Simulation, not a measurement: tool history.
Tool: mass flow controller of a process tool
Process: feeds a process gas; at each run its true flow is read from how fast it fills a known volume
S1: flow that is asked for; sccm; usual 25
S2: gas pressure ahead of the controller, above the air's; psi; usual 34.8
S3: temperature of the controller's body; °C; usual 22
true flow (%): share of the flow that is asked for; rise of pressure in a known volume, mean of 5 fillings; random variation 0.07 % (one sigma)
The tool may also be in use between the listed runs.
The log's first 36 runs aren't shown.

Run 37, hour 4607.4: usual settings but S1 46 sccm, S3 34 °C. Result: true flow (%) 98.29.
Run 38, hour 4702.2: usual settings but S1 46 sccm, S3 34 °C. Result: true flow (%) 98.33.
Run 39, hour 4808.3: usual settings but S1 22 sccm, S2 23.9 psi, S3 37 °C. Result: true flow (%) 96.9.
Run 40, hour 4973.4: usual settings but S1 22 sccm, S2 23.9 psi, S3 37 °C. Result: true flow (%) 96.87.
Run 41, hour 5057.1: usual settings but S1 22 sccm, S2 23.9 psi, S3 37 °C. Result: true flow (%) 96.85.
Run 42, hour 5155.8: usual settings but S1 11 sccm, S3 28 °C. Result: true flow (%) 96.63.
Run 43, hour 5318.1: usual settings but S1 27 sccm, S2 38 psi, S3 36 °C. Result: true flow (%) 97.06.
Run 44, hour 5397.5: usual settings but S1 40 sccm, S2 31.5 psi. Result: true flow (%) 98.75.
Run 45, hour 5479.5: usual settings but S1 28 sccm. Result: true flow (%) 98.05.
Run 46, hour 5608.1: usual settings but S1 9 sccm, S2 28.3 psi, S3 31 °C. Result: true flow (%) 96.78.
Run 47, hour 5713.4: usual settings but S1 9 sccm, S2 20.6 psi, S3 28 °C. Result: true flow (%) 97.18.

Forecast each of these 4 alternatives for the next run:
Run A, hour 5805.3: usual settings but S1 13 sccm, S2 20.5 psi, S3 21 °C. Result: true flow (%) ?.
Run B, hour 5805.3: usual settings but S2 25.8 psi. Result: true flow (%) ?.
Run C, hour 5805.3: usual settings but S1 29 sccm. Result: true flow (%) ?.
Run D, hour 5805.3: usual settings but S1 9 sccm, S2 31.5 psi, S3 34 °C. Result: true flow (%) ?.

run  true flow (%)
  A          97.54
  B          97.97
  C          98.19
  D          96.51
Without the tool's hidden state the same runs would have given:
run  true flow (%)
  A          98.02
  B          98.65
  C           98.9
  D           96.8

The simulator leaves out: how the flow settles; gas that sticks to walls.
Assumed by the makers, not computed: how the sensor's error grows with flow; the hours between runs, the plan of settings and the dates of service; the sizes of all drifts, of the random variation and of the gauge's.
